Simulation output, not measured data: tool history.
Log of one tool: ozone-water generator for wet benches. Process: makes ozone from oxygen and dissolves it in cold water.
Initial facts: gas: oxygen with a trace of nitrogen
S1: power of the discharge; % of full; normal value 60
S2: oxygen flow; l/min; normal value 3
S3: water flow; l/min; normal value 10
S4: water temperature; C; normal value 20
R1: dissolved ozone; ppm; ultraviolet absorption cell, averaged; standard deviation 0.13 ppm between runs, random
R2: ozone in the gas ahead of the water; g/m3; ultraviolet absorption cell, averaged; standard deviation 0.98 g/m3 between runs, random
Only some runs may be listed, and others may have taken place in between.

| run | day | S1 | S2 | S3 | S4 | R1 | R2 |
|---|---|---|---|---|---|---|---|
| 1 | 0 | 60 | 3 | 10 | 20 | 12 | 140.5 |
| 2 | 2.608 | 60 | 3 | 10 | 15 | 12.9 | 141.5 |
| 3 | 6.071 | 60 | 3 | 10 | 15 | 12.8 | 140.4 |
| 4 | 11.488 | 60 | 3 | 10 | 15 | 12.6 | 140.3 |
| 5 | 15.808 | 60 | 3 | 10 | 15 | 12.4 | 140.6 |
| 6 | 21.688 | 60 | 3 | 10 | 15 | 12.6 | 139.3 |
| 7 | 24.875 | 60 | 3 | 10 | 15 | 12.3 | 140.1 |
| 8 | 29.588 | 46 | 3 | 10 | 20 | 9.5 | 113.5 |
| 9 | 34.575 | 46 | 3 | 10 | 20 | 9.5 | 113.3 |
|  | 35.562 | contactor cleaned |
| 10 | 37.629 | 46 | 3 | 10 | 20 | 9.9 | 112.6 |
| 11 | 41.604 | 46 | 3.68 | 10 | 20 | 9.5 | 100.7 |
| 12 | 46.233 | 60 | 3 | 10 | 24 | 11 | 134.5 |
| 13 | 52.162 | 60 | 5.21 | 7 | 20 | 13.6 | 98.2 |
| 14 | 57.658 | 60 | 5.21 | 7 | 20 | 13.2 | 97.6 |
| 15 | 63.646 | 60 | 5.21 | 7 | 20 | 13.3 | 95.8 |
| 16 | 67.283 | 60 | 3 | 10 | 13 | 12.8 | 134.5 |
| 17 | 71.971 | 100 | 1.57 | 7 | 24 | 21.8 | 273.5 |
|  | 74.262 | electrodes of the discharge changed |
| 18 | 76.817 | 69 | 3.9 | 8 | 24 | 17.4 | 165 |
| 19 | 81.529 | 69 | 3.9 | 8 | 24 | 17.2 | 163.9 |
| 20 | 85.921 | 60 | 1.7 | 12 | 20 | 11.9 | 232.5 |
| 21 | 89.196 | 60 | 1.7 | 12 | 20 | 11.9 | 231.2 |
| 22 | 95.462 | 60 | 1.7 | 12 | 20 | 11.7 | 230.3 |
| 23 | 100.704 | 60 | 1.97 | 9 | 26 | 14.4 | 212.9 |

3 ways to go on from here, each from the tool as it stands after run 23. What would each give?
| A | 105.038 | 60 | 4.6 | 8 | 13 | ? | ? |
| B | 105.038 | 94 | 1.97 | 15 | 24 | ? | ? |
| C | 105.038 | 57 | 3.15 | 10 | 22 | ? | ? |

| run | R1 | R2 |
|---|---|---|
| A | 17.9 | 129.9 |
| B | 13.4 | 317.2 |
| C | 12.7 | 153.5 |
Stripped of hidden state, with their random variation kept, the same runs would have yielded:
| run | R1 | R2 |
|---|---|---|
| A | 18.9 | 132.8 |
| B | 14.3 | 327.6 |
| C | 13.5 | 156.7 |

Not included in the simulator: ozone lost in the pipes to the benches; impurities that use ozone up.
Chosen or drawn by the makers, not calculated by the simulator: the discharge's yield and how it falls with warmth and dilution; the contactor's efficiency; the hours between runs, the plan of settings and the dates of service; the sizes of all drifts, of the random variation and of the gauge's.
